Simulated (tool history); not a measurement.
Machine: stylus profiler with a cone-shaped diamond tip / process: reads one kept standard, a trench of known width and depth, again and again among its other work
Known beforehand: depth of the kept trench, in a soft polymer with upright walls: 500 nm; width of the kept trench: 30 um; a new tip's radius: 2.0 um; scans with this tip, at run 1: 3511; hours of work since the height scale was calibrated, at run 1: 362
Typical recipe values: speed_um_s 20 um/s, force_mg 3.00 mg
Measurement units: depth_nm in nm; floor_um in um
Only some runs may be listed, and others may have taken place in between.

run     day  speed_um_s  force_mg  scans with this tip  hours of work since the height scale was calibrated  depth_nm  floor_um
  1   0.000          20      3.00                 3511                                                  362    506.98     26.86
  2   0.667          20      1.37                 3617                                                  373    504.55     26.86
  3   1.288          20      1.37                 3716                                                  383    504.46     26.69
  4   1.625          20      1.37                 3769                                                  389    504.24     26.76
  5   2.117          20      1.37                 3847                                                  397    504.51     26.73
  6   2.558          20      1.37                 3917                                                  404    504.33     26.68
  7   2.875          20      1.37                 3968                                                  409    504.50     26.74
  8   3.529          20      1.37                 4072                                                  420    504.82     26.74
  9   3.862          20      2.56                 4125                                                  426    506.59     26.68
 10   4.225          20      3.00                 4183                                                  432    506.98     26.71
 11   4.946          47      3.00                 4297                                                  443    507.00     26.60
 12   5.367          47      3.00                 4364                                                  450    506.98     26.58
 13   5.988          20      4.34                 4463                                                  460    508.99     26.69
 14   6.642          20      3.00                 4566                                                  471    507.33     26.67
 15   7.142          20      1.05                 4646                                                  479    503.76     26.58
      7.217  -- height scale calibrated on a step standard
 16   7.617          20      1.05                 4718                                                    7    504.37     26.62
 17   8.233          20      1.05                 4816                                                   17    504.50     26.58
 18   8.954          20      1.05                 4931                                                   28    504.51     26.58
 19   9.450          20      1.05                 5010                                                   37    504.30     26.55
 20  10.075          20      3.00                 5109                                                   47    507.45     26.58
 21  10.854          20      3.00                 5233                                                   60    507.67     26.60
     11.396  -- height scale calibrated on a step standard, once more
 22  11.462          20      3.00                 5326                                                    1    506.20     26.54
 23  11.833          20      4.89                 5385                                                    7    508.60     26.52
 24  12.438          20      3.00                 5482                                                   17    506.34     26.51
 25  13.046          20      3.00                 5578                                                   27    506.14     26.51
 26  13.804          20      3.00                 5699                                                   39    506.19     26.50
 27  14.558           8      8.74                 5818                                                   52    512.69     26.53
 28  15.067           6      1.37                 5899                                                   60    503.62     26.49
 29  15.538          56      1.38                 5974                                                   68    503.83     26.33
 30  16.100          15      8.64                 6064                                                   77    512.63     26.44
 31  16.883          38      6.19                 6188                                                   90    510.42     26.40
 32  17.517          46      3.26                 6289                                                  100    506.42     26.35
 33  18.250          16      5.68                 6405                                                  112    509.65     26.46
 34  18.821           6      3.00                 6496                                                  122    506.71     26.48
 35  19.254           6      3.00                 6565                                                  129    506.33     26.41
 36  19.796           6      3.00                 6651                                                  138    506.35     26.39
 37  20.142           5      8.81                 6706                                                  143    512.91     26.42
 38  20.579          34      4.73                 6775                                                  151    508.94     26.29
 39  21.217          73      6.90                 6877                                                  161    511.06     26.30
 40  21.579          11      6.09                 6934                                                  167    510.04     26.33
 41  22.025          11      6.09                 7005                                                  174    510.33     26.38
 42  22.588          24      6.12                 7095                                                  184    510.19     26.29
 43  22.962           5      1.39                 7155                                                  190    504.09     26.36
 44  23.446           5      1.39                 7231                                                  198    504.13     26.34
 45  23.938           5      1.39                 7309                                                  206    504.03     26.35
 46  24.467          20      3.40                 7393                                                  214    507.04     26.24
 47  25.179          67      7.77                 7507                                                  226    512.29     26.23

For some of the steps in depth_nm from one run to the next: how much would appear even if the tool had no hidden state, given the settings, what came in and random variation, and how much remains for the hidden state plus any gauge scatter that the measured result and the result without hidden state don't share?
The tool's hidden condition here consists of: radius of the tip, um; height scale over the true one, %; drift of the gauge itself on depth_nm, %; drift of the gauge itself on floor_um, %.
Run 10 -> 11: speed_um_s 20 -> 47. depth_nm +0.02 nm: hidden state +0.04, all else -0.02.
Run 15 -> 16: height scale calibrated on a step standard. depth_nm +0.61 nm: hidden state +0.30, all else +0.31.
Run 21 -> 22: height scale calibrated on a step standard, once more. depth_nm -1.47 nm: hidden state -1.36, all else -0.11.
Run 27 -> 28: speed_um_s 8 -> 6, force_mg 8.74 -> 1.37. depth_nm -9.07 nm: hidden state +0.02, all else -9.09.
Run 29 -> 30: speed_um_s 56 -> 15, force_mg 1.38 -> 8.64. depth_nm +8.80 nm: hidden state +0.01, all else +8.79.
Run 36 -> 37: speed_um_s 6 -> 5, force_mg 3.00 -> 8.81. depth_nm +6.56 nm: hidden state +0.02, all else +6.54.
